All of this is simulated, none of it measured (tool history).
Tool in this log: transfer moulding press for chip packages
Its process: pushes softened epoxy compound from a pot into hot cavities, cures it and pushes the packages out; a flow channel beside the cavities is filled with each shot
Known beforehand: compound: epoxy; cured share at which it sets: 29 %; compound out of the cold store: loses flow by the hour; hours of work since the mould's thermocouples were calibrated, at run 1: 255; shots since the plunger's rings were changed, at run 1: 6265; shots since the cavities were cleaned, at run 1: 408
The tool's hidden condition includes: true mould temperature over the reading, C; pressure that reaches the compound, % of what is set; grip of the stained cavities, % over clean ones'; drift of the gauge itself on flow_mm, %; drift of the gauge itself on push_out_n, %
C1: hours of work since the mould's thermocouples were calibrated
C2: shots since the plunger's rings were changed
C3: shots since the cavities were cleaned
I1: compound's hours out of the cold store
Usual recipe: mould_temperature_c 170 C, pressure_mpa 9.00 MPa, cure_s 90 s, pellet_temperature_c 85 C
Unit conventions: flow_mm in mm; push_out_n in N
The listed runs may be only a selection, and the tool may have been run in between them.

{"run": 1, "hour": 0.0, "mould_temperature_c": 170, "pressure_mpa": 9.0, "cure_s": 90, "pellet_temperature_c": 85, "C1": 255, "C2": 6265, "C3": 408, "I1": 43.3, "flow_mm": 829, "push_out_n": 822}
{"run": 2, "hour": 4.3, "mould_temperature_c": 170, "pressure_mpa": 9.0, "cure_s": 90, "pellet_temperature_c": 85, "C1": 258, "C2": 6322, "C3": 465, "I1": 40.1, "flow_mm": 822, "push_out_n": 839}
{"hour": 10.0, "done": "cavities cleaned with cleaning compound and waxed"}
{"run": 3, "hour": 10.3, "mould_temperature_c": 170, "pressure_mpa": 9.0, "cure_s": 90, "pellet_temperature_c": 85, "C1": 261, "C2": 6381, "C3": 3, "I1": 8.3, "flow_mm": 919, "push_out_n": 563}
{"run": 4, "hour": 16.8, "mould_temperature_c": 170, "pressure_mpa": 9.0, "cure_s": 90, "pellet_temperature_c": 85, "C1": 266, "C2": 6467, "C3": 89, "I1": 24.8, "flow_mm": 867, "push_out_n": 631}
{"run": 5, "hour": 21.7, "mould_temperature_c": 170, "pressure_mpa": 9.0, "cure_s": 90, "pellet_temperature_c": 82, "C1": 270, "C2": 6531, "C3": 153, "I1": 22.8, "flow_mm": 882, "push_out_n": 698}
{"run": 6, "hour": 29.0, "mould_temperature_c": 170, "pressure_mpa": 9.0, "cure_s": 90, "pellet_temperature_c": 82, "C1": 275, "C2": 6628, "C3": 250, "I1": 19.1, "flow_mm": 874, "push_out_n": 768}
{"run": 7, "hour": 35.5, "mould_temperature_c": 170, "pressure_mpa": 9.0, "cure_s": 90, "pellet_temperature_c": 85, "C1": 280, "C2": 6713, "C3": 335, "I1": 44.1, "flow_mm": 832, "push_out_n": 791}
{"run": 8, "hour": 39.8, "mould_temperature_c": 170, "pressure_mpa": 9.0, "cure_s": 90, "pellet_temperature_c": 85, "C1": 283, "C2": 6771, "C3": 393, "I1": 38.4, "flow_mm": 840, "push_out_n": 858}
{"run": 9, "hour": 46.2, "mould_temperature_c": 170, "pressure_mpa": 9.0, "cure_s": 90, "pellet_temperature_c": 85, "C1": 288, "C2": 6855, "C3": 477, "I1": 45.6, "flow_mm": 822, "push_out_n": 824}
{"hour": 49.9, "done": "plunger's sealing rings changed"}
{"hour": 53.6, "done": "cavities cleaned with cleaning compound and waxed"}
{"run": 10, "hour": 57.5, "mould_temperature_c": 170, "pressure_mpa": 9.0, "cure_s": 90, "pellet_temperature_c": 85, "C1": 293, "C2": 80, "C3": 52, "I1": 29.3, "flow_mm": 965, "push_out_n": 585}
{"run": 11, "hour": 62.3, "mould_temperature_c": 170, "pressure_mpa": 9.0, "cure_s": 90, "pellet_temperature_c": 85, "C1": 297, "C2": 144, "C3": 116, "I1": 9.6, "flow_mm": 1042, "push_out_n": 648}
{"run": 12, "hour": 69.5, "mould_temperature_c": 170, "pressure_mpa": 9.0, "cure_s": 90, "pellet_temperature_c": 85, "C1": 302, "C2": 238, "C3": 210, "I1": 16.5, "flow_mm": 976, "push_out_n": 740}
{"run": 13, "hour": 77.2, "mould_temperature_c": 170, "pressure_mpa": 9.0, "cure_s": 90, "pellet_temperature_c": 85, "C1": 308, "C2": 341, "C3": 313, "I1": 21.3, "flow_mm": 981, "push_out_n": 798}
{"hour": 79.6, "done": "mould's thermocouples calibrated"}
{"run": 14, "hour": 87.8, "mould_temperature_c": 170, "pressure_mpa": 9.0, "cure_s": 90, "pellet_temperature_c": 88, "C1": 6, "C2": 454, "C3": 426, "I1": 48.0, "flow_mm": 917, "push_out_n": 804}
{"hour": 97.0, "done": "cavities cleaned with cleaning compound and waxed"}
{"run": 15, "hour": 97.3, "mould_temperature_c": 170, "pressure_mpa": 9.0, "cure_s": 90, "pellet_temperature_c": 88, "C1": 12, "C2": 560, "C3": 4, "I1": 44.8, "flow_mm": 934, "push_out_n": 543}
{"run": 16, "hour": 102.0, "mould_temperature_c": 170, "pressure_mpa": 9.0, "cure_s": 90, "pellet_temperature_c": 88, "C1": 15, "C2": 622, "C3": 66, "I1": 46.6, "flow_mm": 913, "push_out_n": 593}
{"run": 17, "hour": 108.7, "mould_temperature_c": 170, "pressure_mpa": 9.0, "cure_s": 70, "pellet_temperature_c": 85, "C1": 20, "C2": 711, "C3": 155, "I1": 22.8, "flow_mm": 975, "push_out_n": 1345}
{"run": 18, "hour": 117.6, "mould_temperature_c": 170, "pressure_mpa": 7.46, "cure_s": 71, "pellet_temperature_c": 85, "C1": 27, "C2": 828, "C3": 272, "I1": 47.0, "flow_mm": 817, "push_out_n": 1303}
{"run": 19, "hour": 125.5, "mould_temperature_c": 170, "pressure_mpa": 7.46, "cure_s": 112, "pellet_temperature_c": 91, "C1": 32, "C2": 932, "C3": 376, "I1": 12.4, "flow_mm": 912, "push_out_n": 670}
{"hour": 134.2, "done": "mould's thermocouples calibrated, once more"}
{"run": 20, "hour": 134.4, "mould_temperature_c": 171, "pressure_mpa": 8.73, "cure_s": 90, "pellet_temperature_c": 85, "C1": 0, "C2": 1023, "C3": 467, "I1": 45.6, "flow_mm": 890, "push_out_n": 806}
{"hour": 140.2, "done": "cavities cleaned with cleaning compound and waxed"}
{"run": 21, "hour": 140.9, "mould_temperature_c": 170, "pressure_mpa": 9.0, "cure_s": 94, "pellet_temperature_c": 85, "C1": 4, "C2": 1090, "C3": 10, "I1": 11.9, "flow_mm": 1009, "push_out_n": 502}
{"run": 22, "hour": 148.8, "mould_temperature_c": 175, "pressure_mpa": 9.19, "cure_s": 108, "pellet_temperature_c": 85, "C1": 10, "C2": 1194, "C3": 114, "I1": 27.1, "flow_mm": 931, "push_out_n": 490}
{"run": 23, "hour": 154.6, "mould_temperature_c": 170, "pressure_mpa": 10.79, "cure_s": 90, "pellet_temperature_c": 90, "C1": 14, "C2": 1271, "C3": 191, "I1": 41.7, "flow_mm": 997, "push_out_n": 652}
{"run": 24, "hour": 161.1, "mould_temperature_c": 174, "pressure_mpa": 10.79, "cure_s": 77, "pellet_temperature_c": 91, "C1": 19, "C2": 1356, "C3": 276, "I1": 30.7, "flow_mm": 1013, "push_out_n": 761}
{"run": 25, "hour": 170.2, "mould_temperature_c": 170, "pressure_mpa": 6.93, "cure_s": 99, "pellet_temperature_c": 85, "C1": 25, "C2": 1477, "C3": 397, "I1": 30.6, "flow_mm": 825, "push_out_n": 699}
{"run": 26, "hour": 178.5, "mould_temperature_c": 170, "pressure_mpa": 9.0, "cure_s": 103, "pellet_temperature_c": 84, "C1": 31, "C2": 1587, "C3": 507, "I1": 31.9, "flow_mm": 934, "push_out_n": 718}
{"hour": 181.2, "done": "cavities cleaned with cleaning compound and waxed"}
{"run": 27, "hour": 183.8, "mould_temperature_c": 170, "pressure_mpa": 9.0, "cure_s": 103, "pellet_temperature_c": 84, "C1": 34, "C2": 1637, "C3": 35, "I1": 35.2, "flow_mm": 920, "push_out_n": 464}
{"run": 28, "hour": 188.6, "mould_temperature_c": 173, "pressure_mpa": 9.0, "cure_s": 103, "pellet_temperature_c": 91, "C1": 38, "C2": 1700, "C3": 98, "I1": 9.1, "flow_mm": 972, "push_out_n": 491}

Predict each of these 3 candidate next runs independently; none follows another, all start after run 28:
{"run": "A", "hour": 193.2, "mould_temperature_c": 174, "pressure_mpa": 7.75, "cure_s": 90, "pellet_temperature_c": 83, "C1": 41, "C2": 1761, "C3": 159, "I1": 27.1, "flow_mm": "?", "push_out_n": "?"}
{"run": "B", "hour": 193.2, "mould_temperature_c": 166, "pressure_mpa": 10.85, "cure_s": 76, "pellet_temperature_c": 85, "C1": 41, "C2": 1761, "C3": 159, "I1": 21.2, "flow_mm": "?", "push_out_n": "?"}
{"run": "C", "hour": 193.2, "mould_temperature_c": 172, "pressure_mpa": 9.33, "cure_s": 103, "pellet_temperature_c": 91, "C1": 41, "C2": 1761, "C3": 159, "I1": 11.3, "flow_mm": "?", "push_out_n": "?"}

run=A flow_mm=864 push_out_n=564
run=B flow_mm=1092 push_out_n=1294
run=C flow_mm=997 push_out_n=530
What these runs would have given with no unlogged condition in the tool:
run=A flow_mm=890 push_out_n=426
run=B flow_mm=1125 push_out_n=975
run=C flow_mm=1027 push_out_n=400
